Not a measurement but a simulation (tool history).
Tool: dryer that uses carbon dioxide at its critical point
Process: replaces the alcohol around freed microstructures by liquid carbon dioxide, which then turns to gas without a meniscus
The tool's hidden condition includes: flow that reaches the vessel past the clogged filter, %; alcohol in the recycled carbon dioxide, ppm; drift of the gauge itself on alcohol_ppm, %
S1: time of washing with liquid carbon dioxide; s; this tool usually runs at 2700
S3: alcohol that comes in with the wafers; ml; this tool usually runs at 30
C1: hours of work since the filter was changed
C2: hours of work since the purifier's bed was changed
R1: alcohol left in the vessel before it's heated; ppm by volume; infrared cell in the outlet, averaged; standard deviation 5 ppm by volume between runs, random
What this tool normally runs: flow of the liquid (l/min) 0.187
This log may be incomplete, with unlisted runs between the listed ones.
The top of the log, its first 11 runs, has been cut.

{"run": 12, "hour": 119.3, "S1": 2700, "flow of the liquid (l/min)": 0.187, "S3": 70, "C1": 395, "C2": 89, "R1": 164}
{"run": 13, "hour": 127.7, "S1": 2700, "flow of the liquid (l/min)": 0.187, "S3": 70, "C1": 399, "C2": 93, "R1": 158}
{"run": 14, "hour": 138.2, "S1": 2700, "flow of the liquid (l/min)": 0.187, "S3": 70, "C1": 404, "C2": 98, "R1": 165}
{"run": 15, "hour": 147.2, "S1": 3660, "flow of the liquid (l/min)": 0.187, "S3": 30, "C1": 408, "C2": 102, "R1": 40}
{"run": 16, "hour": 157.7, "S1": 3660, "flow of the liquid (l/min)": 0.187, "S3": 50, "C1": 413, "C2": 107, "R1": 36}
{"run": 17, "hour": 169.5, "S1": 3660, "flow of the liquid (l/min)": 0.187, "S3": 50, "C1": 419, "C2": 113, "R1": 41}
{"run": 18, "hour": 180.9, "S1": 3660, "flow of the liquid (l/min)": 0.187, "S3": 50, "C1": 424, "C2": 118, "R1": 39}
{"hour": 192.7, "done": "inlet filter changed"}
{"run": 19, "hour": 193.6, "S1": 3660, "flow of the liquid (l/min)": 0.187, "S3": 50, "C1": 0, "C2": 124, "R1": 30}
{"run": 20, "hour": 206.6, "S1": 2700, "flow of the liquid (l/min)": 0.19, "S3": 30, "C1": 7, "C2": 130, "R1": 71}
{"run": 21, "hour": 219.3, "S1": 1980, "flow of the liquid (l/min)": 0.187, "S3": 30, "C1": 13, "C2": 136, "R1": 217}
{"run": 22, "hour": 229.7, "S1": 1980, "flow of the liquid (l/min)": 0.187, "S3": 30, "C1": 18, "C2": 141, "R1": 211}
{"run": 23, "hour": 241.2, "S1": 2700, "flow of the liquid (l/min)": 0.187, "S3": 88, "C1": 23, "C2": 147, "R1": 128}
{"run": 24, "hour": 254.1, "S1": 2700, "flow of the liquid (l/min)": 0.187, "S3": 88, "C1": 29, "C2": 153, "R1": 116}
{"run": 25, "hour": 262.3, "S1": 2700, "flow of the liquid (l/min)": 0.296, "S3": 30, "C1": 33, "C2": 157, "R1": 44}

Expected results for the next run?
{"run": 26, "hour": 270.5, "S1": 2700, "flow of the liquid (l/min)": 0.251, "S3": 38, "C1": 37, "C2": 161, "R1": "?"}

{"run 26": {"R1": 50}}
Minus the tool's unlogged condition, the same run would have read R1 14 ppm by volume.
